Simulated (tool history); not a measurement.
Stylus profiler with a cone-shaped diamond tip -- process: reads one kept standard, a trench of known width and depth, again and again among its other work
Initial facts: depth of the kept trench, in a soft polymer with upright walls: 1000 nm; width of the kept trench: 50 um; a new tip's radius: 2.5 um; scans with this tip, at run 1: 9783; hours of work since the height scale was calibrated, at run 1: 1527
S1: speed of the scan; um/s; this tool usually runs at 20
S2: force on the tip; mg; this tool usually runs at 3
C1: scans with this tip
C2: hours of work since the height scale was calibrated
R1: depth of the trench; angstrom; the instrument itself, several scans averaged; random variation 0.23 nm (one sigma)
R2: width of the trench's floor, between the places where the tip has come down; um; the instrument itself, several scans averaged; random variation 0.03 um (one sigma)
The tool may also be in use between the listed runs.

run,hour,S1,S2,C1,C2,R1,R2
1,0,20,3,9783,1527,10207.7,44.81
2,41.7,20,3,9980,1558,10205.5,44.81
3,92.4,20,3,10220,1595,10205.1,44.68
4,164.7,20,3,10561,1649,10209.3,44.7
5,222.8,20,3,10836,1691,10212.4,44.71
6,291.8,20,3,11162,1742,10215.1,44.64
7,367.2,20,3,11518,1798,10217.2,44.61
8,447,20,3,11896,1857,10223,44.6
9,504.4,20,3,12167,1899,10219.1,44.53
10,574.5,20,3,12498,1951,10225.3,44.48
11,621.1,20,3,12718,1985,10223.9,44.43
12,691.8,20,3,13052,2037,10223.7,44.39
13,756.1,20,1.56,13357,2085,10180.7,44.37
14,796,20,1.56,13545,2114,10180.7,44.34
15,880.3,20,1.56,13944,2176,10179.8,44.3
16,938.8,8,4.02,14220,2220,10262.7,44.31
17,1017.9,8,4.02,14594,2278,10267.2,44.23
# hour 1080.6: height scale calibrated on a step standard
18,1080.6,8,4.02,14888,0,10322.5,44.25
19,1162.2,8,4.02,15273,60,10330.9,44.18
20,1217,7,2.94,15533,101,10293.6,44.19
21,1264.8,16,2.94,15758,136,10298.5,44.11
22,1329.2,57,3.32,16063,183,10307.4,44.04
23,1407.1,34,7.54,16431,241,10425.2,44.07
24,1474.9,49,3.53,16751,291,10322.9,43.95
# hour 1511.7: height scale calibrated on a step standard, once more
25,1527.9,77,4.5,16999,12,10192.3,43.91
26,1580.9,17,1.39,17250,51,10088.4,43.92
27,1650,8,1.09,17577,102,10079.5,43.95
28,1704.1,22,8.68,17832,142,10297.4,43.94
29,1771.8,25,1.13,18152,192,10081.2,43.81

Below are 3 alternative next runs, each starting from the tool's condition after run 29. Predict each:
A,1813,11,1.54,18347,222,?,?
B,1813,20,4.98,18347,222,?,?
C,1813,6,1.77,18347,222,?,?

run,R1,R2
A,10097.6,43.81
B,10209.3,43.8
C,10108.1,43.86
Without the tool's hidden state the same runs would have given:
run,R1,R2
A,10090.7,45.92
B,10202.4,45.91
C,10101.2,45.98
